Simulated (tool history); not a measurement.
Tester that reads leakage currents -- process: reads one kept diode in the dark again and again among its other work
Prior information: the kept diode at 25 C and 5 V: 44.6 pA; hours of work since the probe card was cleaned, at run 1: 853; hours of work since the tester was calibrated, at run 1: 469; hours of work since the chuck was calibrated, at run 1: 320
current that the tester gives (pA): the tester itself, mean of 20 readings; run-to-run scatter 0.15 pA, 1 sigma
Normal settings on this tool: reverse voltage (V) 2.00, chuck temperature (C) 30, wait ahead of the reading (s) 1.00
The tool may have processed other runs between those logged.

run   hour  reverse voltage (V)  chuck temperature (C)  wait ahead of the reading (s)  hours of work since the probe card was cleaned  hours of work since the tester was calibrated  hours of work since the chuck was calibrated  current that the tester gives (pA)
  1    0.0                 2.00                     30                           1.00                                             853                                            469                                           320                               51.70
  2   34.8                 2.00                     21                           1.00                                             875                                            490                                           342                               24.01
  3  102.4                17.12                     30                           1.00                                             917                                            532                                           383                              132.94
  4  144.9                17.12                     30                           1.00                                             943                                            558                                           410                              133.50
  5  177.7                17.12                     30                           1.00                                             963                                            578                                           430                              134.07
  6  237.2                17.12                     30                           1.00                                            1000                                            615                                           467                              135.01
  7  279.1                17.12                     30                           1.00                                            1026                                            641                                           493                              136.67
  8  338.1                 2.00                     24                           1.00                                            1062                                            678                                           529                               32.04
  9  396.0                 2.00                     24                           1.00                                            1098                                            713                                           565                               32.48
 10  443.5                 2.00                     30                           4.92                                            1127                                            743                                           594                               53.74
 11  486.5                 7.31                     50                           0.69                                            1154                                            769                                           621                              449.47
 12  530.8                 7.31                     50                           0.69                                            1181                                            796                                           648                              450.65
 13  568.4                 2.24                     39                           1.00                                            1204                                            820                                           671                              118.25
 14  629.5                 1.81                     57                           1.00                                            1242                                            857                                           709                              419.91
 15  664.7                 4.71                     30                           1.00                                            1264                                            879                                           731                               80.20
 16  719.4                 4.71                     30                           1.00                                            1298                                            913                                           764                               80.21
 17  747.5                 4.71                     30                           1.00                                            1315                                            930                                           782                               80.57
 18  810.1                 4.71                     30                           1.00                                            1354                                            969                                           820                               81.78
 19  870.2                12.61                     27                           1.20                                            1391                                           1006                                           857                              100.46
 20  924.0                 1.98                     27                           1.09                                            1424                                           1039                                           891                               44.13

Forecast each of these 4 alternatives for the next run:
  A  972.8                 8.55                     30                           1.00                                            1454                                           1069                                           921                                   ?
  B  972.8                11.95                     34                           2.75                                            1454                                           1069                                           921                                   ?
  C  972.8                 5.15                     30                           1.00                                            1454                                           1069                                           921                                   ?
  D  972.8                 3.87                     31                           0.83                                            1454                                           1069                                           921                                   ?

run  current that the tester gives (pA)
  A                              108.02
  B                              170.66
  C                               86.16
  D                               82.47
What these runs would have given with no unlogged condition in the tool:
run  current that the tester gives (pA)
  A                               86.70
  B                              138.50
  C                               70.20
  D                               67.96
